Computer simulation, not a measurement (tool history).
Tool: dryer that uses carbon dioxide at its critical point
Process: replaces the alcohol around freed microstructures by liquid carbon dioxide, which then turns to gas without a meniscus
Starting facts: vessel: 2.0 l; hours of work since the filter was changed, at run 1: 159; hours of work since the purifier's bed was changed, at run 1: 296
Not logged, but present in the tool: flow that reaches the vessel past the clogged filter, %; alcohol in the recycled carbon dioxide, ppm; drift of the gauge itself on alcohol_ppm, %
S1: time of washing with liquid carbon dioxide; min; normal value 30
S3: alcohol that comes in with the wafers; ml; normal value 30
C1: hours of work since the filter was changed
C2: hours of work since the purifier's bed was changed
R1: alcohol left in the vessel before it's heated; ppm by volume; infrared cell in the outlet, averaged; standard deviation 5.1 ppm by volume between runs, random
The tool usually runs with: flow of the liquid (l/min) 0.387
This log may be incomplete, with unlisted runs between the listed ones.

{"run": 1, "hour": 0.0, "S1": 30, "flow of the liquid (l/min)": 0.387, "S3": 30, "C1": 159, "C2": 296, "R1": 184}
{"run": 2, "hour": 36.4, "S1": 30, "flow of the liquid (l/min)": 0.387, "S3": 30, "C1": 177, "C2": 314, "R1": 212}
{"hour": 54.6, "done": "inlet filter changed"}
{"run": 3, "hour": 63.5, "S1": 30, "flow of the liquid (l/min)": 0.387, "S3": 30, "C1": 4, "C2": 327, "R1": 131}
{"run": 4, "hour": 100.1, "S1": 30, "flow of the liquid (l/min)": 0.387, "S3": 30, "C1": 23, "C2": 345, "R1": 140}
{"run": 5, "hour": 131.6, "S1": 30, "flow of the liquid (l/min)": 0.387, "S3": 30, "C1": 38, "C2": 361, "R1": 145}
{"run": 6, "hour": 166.7, "S1": 30, "flow of the liquid (l/min)": 0.387, "S3": 30, "C1": 56, "C2": 379, "R1": 149}
{"run": 7, "hour": 194.7, "S1": 30, "flow of the liquid (l/min)": 0.387, "S3": 30, "C1": 70, "C2": 392, "R1": 150}
{"run": 8, "hour": 221.0, "S1": 30, "flow of the liquid (l/min)": 0.387, "S3": 30, "C1": 83, "C2": 406, "R1": 166}
{"run": 9, "hour": 250.2, "S1": 30, "flow of the liquid (l/min)": 0.325, "S3": 30, "C1": 97, "C2": 420, "R1": 292}
{"run": 10, "hour": 273.0, "S1": 30, "flow of the liquid (l/min)": 0.325, "S3": 30, "C1": 109, "C2": 431, "R1": 324}
{"run": 11, "hour": 309.9, "S1": 30, "flow of the liquid (l/min)": 0.325, "S3": 91, "C1": 127, "C2": 450, "R1": 808}
{"run": 12, "hour": 333.6, "S1": 30, "flow of the liquid (l/min)": 0.325, "S3": 91, "C1": 139, "C2": 462, "R1": 872}
{"run": 13, "hour": 361.9, "S1": 30, "flow of the liquid (l/min)": 0.325, "S3": 91, "C1": 153, "C2": 476, "R1": 918}
{"run": 14, "hour": 406.4, "S1": 30, "flow of the liquid (l/min)": 0.325, "S3": 91, "C1": 175, "C2": 498, "R1": 1040}
{"hour": 429.7, "done": "inlet filter changed"}
{"run": 15, "hour": 447.7, "S1": 30, "flow of the liquid (l/min)": 0.325, "S3": 91, "C1": 9, "C2": 518, "R1": 553}
{"run": 16, "hour": 488.8, "S1": 30, "flow of the liquid (l/min)": 0.473, "S3": 91, "C1": 29, "C2": 538, "R1": 161}
{"run": 17, "hour": 535.0, "S1": 30, "flow of the liquid (l/min)": 0.4, "S3": 30, "C1": 52, "C2": 561, "R1": 160}
{"run": 18, "hour": 567.3, "S1": 21, "flow of the liquid (l/min)": 0.387, "S3": 30, "C1": 68, "C2": 577, "R1": 501}
{"run": 19, "hour": 598.7, "S1": 21, "flow of the liquid (l/min)": 0.387, "S3": 30, "C1": 84, "C2": 593, "R1": 541}
{"run": 20, "hour": 636.1, "S1": 21, "flow of the liquid (l/min)": 0.387, "S3": 30, "C1": 103, "C2": 611, "R1": 558}
{"run": 21, "hour": 672.5, "S1": 23, "flow of the liquid (l/min)": 0.387, "S3": 30, "C1": 121, "C2": 630, "R1": 456}
{"run": 22, "hour": 694.7, "S1": 23, "flow of the liquid (l/min)": 0.387, "S3": 30, "C1": 132, "C2": 641, "R1": 473}
{"run": 23, "hour": 713.6, "S1": 33, "flow of the liquid (l/min)": 0.39, "S3": 32, "C1": 141, "C2": 650, "R1": 198}
{"run": 24, "hour": 740.7, "S1": 20, "flow of the liquid (l/min)": 0.413, "S3": 29, "C1": 155, "C2": 663, "R1": 614}
{"run": 25, "hour": 766.1, "S1": 30, "flow of the liquid (l/min)": 0.387, "S3": 109, "C1": 167, "C2": 676, "R1": 628}
{"hour": 803.8, "done": "inlet filter changed"}
{"run": 26, "hour": 803.8, "S1": 30, "flow of the liquid (l/min)": 0.387, "S3": 70, "C1": 0, "C2": 694, "R1": 248}
{"hour": 810.7, "done": "purifier's bed changed"}
{"run": 27, "hour": 833.7, "S1": 41, "flow of the liquid (l/min)": 0.529, "S3": 63, "C1": 13, "C2": 11, "R1": 6}
{"run": 28, "hour": 861.9, "S1": 21, "flow of the liquid (l/min)": 0.328, "S3": 81, "C1": 27, "C2": 25, "R1": 1642}
{"run": 29, "hour": 897.0, "S1": 18, "flow of the liquid (l/min)": 0.4, "S3": 81, "C1": 45, "C2": 43, "R1": 1434}
{"run": 30, "hour": 938.4, "S1": 25, "flow of the liquid (l/min)": 0.599, "S3": 41, "C1": 65, "C2": 64, "R1": 38}
{"run": 31, "hour": 970.3, "S1": 25, "flow of the liquid (l/min)": 0.599, "S3": 41, "C1": 81, "C2": 79, "R1": 55}
{"run": 32, "hour": 993.2, "S1": 25, "flow of the liquid (l/min)": 0.599, "S3": 41, "C1": 93, "C2": 91, "R1": 51}
{"run": 33, "hour": 1028.5, "S1": 34, "flow of the liquid (l/min)": 0.537, "S3": 41, "C1": 110, "C2": 108, "R1": 37}
{"run": 34, "hour": 1051.9, "S1": 43, "flow of the liquid (l/min)": 0.353, "S3": 42, "C1": 122, "C2": 120, "R1": 64}
{"run": 35, "hour": 1091.2, "S1": 43, "flow of the liquid (l/min)": 0.355, "S3": 42, "C1": 141, "C2": 140, "R1": 67}
{"run": 36, "hour": 1118.8, "S1": 43, "flow of the liquid (l/min)": 0.355, "S3": 42, "C1": 155, "C2": 153, "R1": 69}
{"run": 37, "hour": 1139.9, "S1": 32, "flow of the liquid (l/min)": 0.465, "S3": 70, "C1": 166, "C2": 164, "R1": 128}
{"run": 38, "hour": 1169.2, "S1": 19, "flow of the liquid (l/min)": 0.539, "S3": 50, "C1": 180, "C2": 178, "R1": 450}
{"hour": 1182.2, "done": "inlet filter changed"}
{"run": 39, "hour": 1204.1, "S1": 22, "flow of the liquid (l/min)": 0.456, "S3": 30, "C1": 11, "C2": 195, "R1": 165}
{"run": 40, "hour": 1230.8, "S1": 30, "flow of the liquid (l/min)": 0.243, "S3": 30, "C1": 24, "C2": 208, "R1": 549}
{"run": 41, "hour": 1272.4, "S1": 30, "flow of the liquid (l/min)": 0.243, "S3": 26, "C1": 45, "C2": 229, "R1": 498}
{"run": 42, "hour": 1297.5, "S1": 30, "flow of the liquid (l/min)": 0.243, "S3": 26, "C1": 57, "C2": 242, "R1": 544}
{"run": 43, "hour": 1324.1, "S1": 30, "flow of the liquid (l/min)": 0.243, "S3": 26, "C1": 71, "C2": 255, "R1": 560}

3 options for the next run, each taken on its own from the tool as it stands now. Forecast them:
{"run": "A", "hour": 1367.0, "S1": 40, "flow of the liquid (l/min)": 0.634, "S3": 111, "C1": 92, "C2": 276, "R1": "?"}
{"run": "B", "hour": 1367.0, "S1": 31, "flow of the liquid (l/min)": 0.576, "S3": 36, "C1": 92, "C2": 276, "R1": "?"}
{"run": "C", "hour": 1367.0, "S1": 30, "flow of the liquid (l/min)": 0.501, "S3": 26, "C1": 92, "C2": 276, "R1": "?"}

run=A R1=53
run=B R1=66
run=C R1=64
The same runs, with their run-to-run variation unchanged, on a tool lacking any hidden condition would have given:
run=A R1=6
run=B R1=15
run=C R1=8
